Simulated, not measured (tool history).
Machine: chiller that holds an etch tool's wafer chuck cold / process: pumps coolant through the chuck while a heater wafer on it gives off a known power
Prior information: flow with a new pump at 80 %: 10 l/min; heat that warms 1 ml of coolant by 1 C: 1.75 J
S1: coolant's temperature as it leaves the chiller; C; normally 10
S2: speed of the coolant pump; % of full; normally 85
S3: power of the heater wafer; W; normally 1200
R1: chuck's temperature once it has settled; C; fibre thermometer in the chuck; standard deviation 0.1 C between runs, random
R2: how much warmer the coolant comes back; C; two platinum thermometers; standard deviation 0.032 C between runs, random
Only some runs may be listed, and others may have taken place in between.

{"run": 1, "hour": 0.0, "S1": 10, "S2": 85, "S3": 1200, "R1": 20.3, "R2": 3.88}
{"run": 2, "hour": 170.4, "S1": 10, "S2": 85, "S3": 1200, "R1": 20.2, "R2": 3.94}
{"run": 3, "hour": 298.0, "S1": 10, "S2": 85, "S3": 1200, "R1": 20.4, "R2": 3.91}
{"run": 4, "hour": 422.2, "S1": 2, "S2": 85, "S3": 1200, "R1": 12.3, "R2": 3.89}
{"run": 5, "hour": 610.3, "S1": 10, "S2": 66, "S3": 1200, "R1": 22.9, "R2": 5.05}
{"run": 6, "hour": 766.0, "S1": 10, "S2": 85, "S3": 749, "R1": 16.4, "R2": 2.5}
{"run": 7, "hour": 849.0, "S1": 11, "S2": 63, "S3": 604, "R1": 17.8, "R2": 2.69}

Run 8 is up next; what results do you expect?
{"run": 8, "hour": 1002.9, "S1": 11, "S2": 66, "S3": 918, "R1": "?", "R2": "?"}

For run 8 the tool returned R1 20.7 C, R2 3.85 C.
On a tool with no hidden condition, and with the same random variation, this run would have come out at R1 20.7 C, R2 3.77 C.

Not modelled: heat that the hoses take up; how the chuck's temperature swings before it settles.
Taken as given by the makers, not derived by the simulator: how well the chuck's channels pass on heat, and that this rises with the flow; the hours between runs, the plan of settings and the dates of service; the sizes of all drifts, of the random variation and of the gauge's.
